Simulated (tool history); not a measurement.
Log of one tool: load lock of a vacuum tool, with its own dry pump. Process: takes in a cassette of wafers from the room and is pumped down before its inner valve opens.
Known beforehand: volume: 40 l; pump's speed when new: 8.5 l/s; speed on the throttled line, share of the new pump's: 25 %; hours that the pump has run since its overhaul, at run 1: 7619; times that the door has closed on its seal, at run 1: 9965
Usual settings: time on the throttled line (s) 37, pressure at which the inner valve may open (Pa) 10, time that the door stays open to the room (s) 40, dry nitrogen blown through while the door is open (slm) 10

run,hour,time on the throttled line (s),pressure at which the inner valve may open (Pa),time that the door stays open to the room (s),dry nitrogen blown through while the door is open (slm),hours that the pump has run since its overhaul,times that the door has closed on its seal,"incoming humidity of the room's air, %",time from the closed door until the inner valve may open (s),rise of the pressure with all valves shut (Pa/min)
1,0.0,37,10,40,10,7619,9965,46.9,75.3,0.082
2,94.5,37,10,40,10,7714,10187,47.5,76.4,0.085
3,209.1,37,10,40,10,7828,10456,44.1,74.7,0.084
4,309.5,37,10,40,10,7928,10692,45.7,74.9,0.081
5,356.7,37,10,40,10,7976,10803,44.6,74.9,0.087
6,437.9,37,10,40,10,8057,10993,45.3,74.9,0.091
7,507.7,30,11,64,30,8127,11157,46.5,69.4,0.080
8,594.9,50,11,64,25,8214,11362,46.1,85.2,0.081
9,670.8,35,11,107,4,8290,11540,47.0,73.1,0.128
10,762.2,36,10,27,10,8381,11754,43.4,75.5,0.090
11,865.6,36,10,123,10,8485,11997,44.6,74.8,0.120
12,934.3,36,10,123,10,8553,12158,40.5,75.6,0.116

Here are 5 independent what-if runs from the current tool condition. What would each one return?
A,1048.6,23,18,40,32,8668,12426,42.8,?,?
B,1048.6,24,10,123,10,8668,12426,45.0,?,?
C,1048.6,37,10,49,8,8668,12426,44.3,?,?
D,1048.6,59,10,40,43,8668,12426,45.5,?,?
E,1048.6,37,10,40,38,8668,12426,44.8,?,?

run,time from the closed door until the inner valve may open (s),rise of the pressure with all valves shut (Pa/min)
A,60.8,0.078
B,66.3,0.119
C,75.1,0.109
D,91.8,0.085
E,75.9,0.081
With no hidden state in the tool, these same runs would have given:
run,time from the closed door until the inner valve may open (s),rise of the pressure with all valves shut (Pa/min)
A,56.8,0.011
B,61.9,0.052
C,71.1,0.041
D,88.4,0.018
E,71.9,0.014
